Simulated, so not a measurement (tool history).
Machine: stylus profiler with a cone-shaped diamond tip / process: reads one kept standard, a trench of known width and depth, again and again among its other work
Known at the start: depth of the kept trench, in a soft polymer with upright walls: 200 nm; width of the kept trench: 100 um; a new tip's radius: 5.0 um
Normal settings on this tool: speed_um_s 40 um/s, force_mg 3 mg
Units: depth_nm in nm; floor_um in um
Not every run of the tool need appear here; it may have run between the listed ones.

| run | day | speed_um_s | force_mg | depth_nm | floor_um |
|---|---|---|---|---|---|
| 1 | 0 | 40 | 3 | 201.74 | 96.18 |
| 2 | 5.508 | 20 | 3 | 201.72 | 96.27 |
| 3 | 9.3 | 40 | 3 | 201.94 | 96.06 |
|  | 12.062 | new tip fitted, height scale calibrated |
| 4 | 14.825 | 40 | 3 | 201.67 | 96.88 |
| 5 | 19.208 | 40 | 3 | 201.86 | 96.89 |
| 6 | 23.521 | 40 | 3 | 201.74 | 96.83 |
| 7 | 26.529 | 40 | 6.13 | 202.86 | 96.86 |
| 8 | 31.404 | 40 | 1.14 | 201.02 | 96.65 |
| 9 | 34.154 | 40 | 1.14 | 201.04 | 96.54 |
| 10 | 39.883 | 40 | 3 | 202.29 | 96.63 |
| 11 | 43.392 | 40 | 8.36 | 203.81 | 96.74 |
| 12 | 46.071 | 40 | 2.1 | 201.88 | 96.5 |
| 13 | 48.862 | 15 | 3 | 202.1 | 96.74 |
| 14 | 51.7 | 15 | 3 | 202.28 | 96.66 |
| 15 | 55.558 | 15 | 3 | 202.11 | 96.6 |
| 16 | 59.446 | 15 | 3 | 202.42 | 96.68 |
| 17 | 63.375 | 15 | 3 | 202.27 | 96.57 |
| 18 | 67.129 | 40 | 3.83 | 202.9 | 96.47 |
| 19 | 71.458 | 40 | 3.83 | 202.71 | 96.35 |
| 20 | 76.688 | 40 | 3 | 202.74 | 96.25 |
| 21 | 81.962 | 40 | 1.08 | 201.96 | 96.14 |
| 22 | 87.562 | 40 | 1.08 | 201.87 | 96.03 |
| 23 | 90.579 | 40 | 1.71 | 202.34 | 96.14 |
|  | 90.996 | height scale calibrated on a step standard |
| 24 | 93.442 | 49 | 2.39 | 203.28 | 96.07 |
| 25 | 96.588 | 29 | 3.48 | 204.06 | 96.27 |
| 26 | 99.304 | 29 | 3.48 | 204.03 | 96.25 |
|  | 102.538 | height scale calibrated on a step standard, once more |
| 27 | 103.333 | 118 | 8.17 | 203.37 | 95.84 |
|  | 104.308 | new tip fitted, height scale calibrated |
| 28 | 108.017 | 127 | 3 | 201.68 | 96.52 |
| 29 | 111.371 | 31 | 2.69 | 201.6 | 97.01 |
| 30 | 116.758 | 34 | 1.09 | 201.04 | 96.8 |
| 31 | 122.075 | 25 | 1.09 | 201.27 | 96.83 |
| 32 | 125.596 | 40 | 4.49 | 202.32 | 96.83 |
| 33 | 128.446 | 19 | 4.49 | 202.26 | 96.93 |
| 34 | 130.888 | 44 | 5.71 | 203.09 | 96.74 |
| 35 | 134.158 | 44 | 5.71 | 202.94 | 96.75 |
| 36 | 138.042 | 12 | 3.21 | 202.22 | 96.77 |
| 37 | 142.025 | 10 | 1.52 | 201.56 | 96.74 |
| 38 | 146.9 | 89 | 5.17 | 203.13 | 96.42 |
| 39 | 151.592 | 89 | 5.17 | 203.11 | 96.4 |
| 40 | 154.175 | 89 | 5.17 | 203.14 | 96.34 |
| 41 | 158.142 | 89 | 5.17 | 203.07 | 96.34 |
| 42 | 163.104 | 70 | 1.96 | 202.08 | 96.15 |
| 43 | 168.658 | 89 | 6.45 | 203.93 | 96.24 |
| 44 | 172.317 | 89 | 6.45 | 203.75 | 96.29 |
| 45 | 177.621 | 128 | 2.96 | 202.64 | 95.82 |
| 46 | 180.129 | 11 | 1.72 | 202.19 | 96.42 |

Consider 4 possible next runs. They are alternatives, not a sequence: every one starts from the tool as it was left by run 46. What does each give?
|  | 184.225 | height scale calibrated on a step standard |
| A | 185.321 | 132 | 2.3 | ? | ? |
|  | 184.225 | height scale calibrated on a step standard |
| B | 185.321 | 92 | 3.45 | ? | ? |
|  | 184.225 | height scale calibrated on a step standard |
| C | 185.321 | 10 | 1.72 | ? | ? |
|  | 184.225 | height scale calibrated on a step standard |
| D | 185.321 | 22 | 1.55 | ? | ? |

| run | depth_nm | floor_um |
|---|---|---|
| A | 201.64 | 95.59 |
| B | 201.82 | 95.97 |
| C | 201.31 | 96.41 |
| D | 200.96 | 96.3 |
Without the tool's unlogged condition, the same runs would have read:
| run | depth_nm | floor_um |
|---|---|---|
| A | 201.56 | 96.31 |
| B | 201.73 | 96.69 |
| C | 201.22 | 97.13 |
| D | 200.88 | 97.02 |
